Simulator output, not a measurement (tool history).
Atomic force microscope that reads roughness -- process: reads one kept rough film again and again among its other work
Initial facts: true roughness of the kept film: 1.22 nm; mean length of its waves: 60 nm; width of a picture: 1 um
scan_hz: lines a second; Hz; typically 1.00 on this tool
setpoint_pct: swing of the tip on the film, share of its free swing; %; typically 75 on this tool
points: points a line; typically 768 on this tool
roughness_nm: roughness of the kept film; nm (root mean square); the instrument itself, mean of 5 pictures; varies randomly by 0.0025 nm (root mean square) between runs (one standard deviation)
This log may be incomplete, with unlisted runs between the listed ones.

| run | hour | scan_hz | setpoint_pct | points | roughness_nm |
|---|---|---|---|---|---|
| 1 | 0.0 | 1.00 | 75 | 768 | 1.163 |
| 2 | 13.3 | 1.00 | 75 | 768 | 1.166 |
| 3 | 44.5 | 1.00 | 75 | 768 | 1.162 |
|  | 57.2 | new tip fitted |
| 4 | 58.9 | 1.00 | 75 | 768 | 1.169 |
| 5 | 84.7 | 1.00 | 75 | 768 | 1.166 |
| 6 | 113.3 | 1.00 | 58 | 768 | 1.193 |
|  | 127.4 | new tip fitted |
| 7 | 131.4 | 1.00 | 58 | 768 | 1.195 |
| 8 | 145.7 | 0.50 | 75 | 768 | 1.184 |
| 9 | 162.9 | 0.50 | 75 | 768 | 1.182 |
| 10 | 185.9 | 1.00 | 75 | 768 | 1.159 |
|  | 199.3 | new tip fitted |
| 11 | 216.6 | 2.85 | 75 | 768 | 1.092 |
| 12 | 240.8 | 2.20 | 75 | 768 | 1.119 |
| 13 | 264.8 | 2.20 | 75 | 768 | 1.117 |
|  | 269.4 | new tip fitted |
| 14 | 286.8 | 0.94 | 75 | 943 | 1.168 |
| 15 | 317.3 | 1.00 | 62 | 768 | 1.186 |
|  | 339.8 | new tip fitted |
| 16 | 342.1 | 1.00 | 62 | 768 | 1.186 |
| 17 | 366.3 | 1.00 | 78 | 262 | 1.151 |
| 18 | 390.8 | 1.00 | 78 | 884 | 1.157 |
|  | 410.9 | new tip fitted |
| 19 | 423.9 | 0.77 | 60 | 623 | 1.191 |

Run 20, settings as shown, results not yet in. Your forecast:
| 20 | 441.7 | 0.77 | 60 | 623 | ? |

Run 20 measured roughness_nm 1.188 nm (root mean square).
On a tool with no hidden condition, and with the same random variation, this run would have come out at roughness_nm 1.188 nm (root mean square).
